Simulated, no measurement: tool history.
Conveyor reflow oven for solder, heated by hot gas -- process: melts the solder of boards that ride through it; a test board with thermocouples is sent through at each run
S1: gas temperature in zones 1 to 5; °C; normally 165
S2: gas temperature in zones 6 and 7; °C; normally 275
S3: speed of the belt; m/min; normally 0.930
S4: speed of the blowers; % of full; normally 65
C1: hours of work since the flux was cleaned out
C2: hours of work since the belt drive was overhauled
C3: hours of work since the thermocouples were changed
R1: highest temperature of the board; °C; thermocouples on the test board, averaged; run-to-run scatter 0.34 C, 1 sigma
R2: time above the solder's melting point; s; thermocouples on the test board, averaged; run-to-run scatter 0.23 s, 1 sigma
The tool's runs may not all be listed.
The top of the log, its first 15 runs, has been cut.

{"run": 16, "hour": 532.4, "S1": 155, "S2": 275, "S3": 0.93, "S4": 74, "C1": 380, "C2": 223, "C3": 842, "R1": 253.8, "R2": 30.5}
{"run": 17, "hour": 552.8, "S1": 178, "S2": 275, "S3": 0.866, "S4": 74, "C1": 388, "C2": 232, "C3": 850, "R1": 260.3, "R2": 40.4}
{"run": 18, "hour": 592.6, "S1": 178, "S2": 286, "S3": 0.866, "S4": 82, "C1": 405, "C2": 248, "C3": 867, "R1": 272.4, "R2": 44.3}
{"run": 19, "hour": 617.4, "S1": 179, "S2": 286, "S3": 0.858, "S4": 82, "C1": 416, "C2": 259, "C3": 877, "R1": 272.4, "R2": 45.3}
{"run": 20, "hour": 639.8, "S1": 179, "S2": 286, "S3": 0.858, "S4": 82, "C1": 425, "C2": 268, "C3": 887, "R1": 271.9, "R2": 45.6}
{"run": 21, "hour": 660.4, "S1": 163, "S2": 266, "S3": 0.913, "S4": 74, "C1": 434, "C2": 277, "C3": 895, "R1": 247.8, "R2": 29.9}
{"run": 22, "hour": 682.3, "S1": 165, "S2": 276, "S3": 0.93, "S4": 72, "C1": 443, "C2": 286, "C3": 905, "R1": 255.5, "R2": 33.0}
{"run": 23, "hour": 704.4, "S1": 165, "S2": 276, "S3": 0.93, "S4": 72, "C1": 452, "C2": 295, "C3": 914, "R1": 255.6, "R2": 33.3}
{"run": 24, "hour": 731.4, "S1": 165, "S2": 276, "S3": 0.93, "S4": 72, "C1": 463, "C2": 307, "C3": 925, "R1": 255.4, "R2": 33.2}
{"hour": 766.1, "done": "flux residue cleaned out of gas plates and filters"}
{"run": 25, "hour": 786.4, "S1": 165, "S2": 276, "S3": 0.93, "S4": 72, "C1": 9, "C2": 328, "C3": 946, "R1": 258.0, "R2": 34.1}

Estimate the outcome of run 26 from the log above:
{"run": 26, "hour": 832.6, "S1": 166, "S2": 275, "S3": 0.93, "S4": 65, "C1": 28, "C2": 347, "C3": 965, "R1": "?", "R2": "?"}

Logged for run 26: R1 255.3 °C, R2 33.5 s.
Take away the tool's hidden state, keep the run-to-run variation as it was, and the same run would have given R1 253.4 °C, R2 32.4 s.
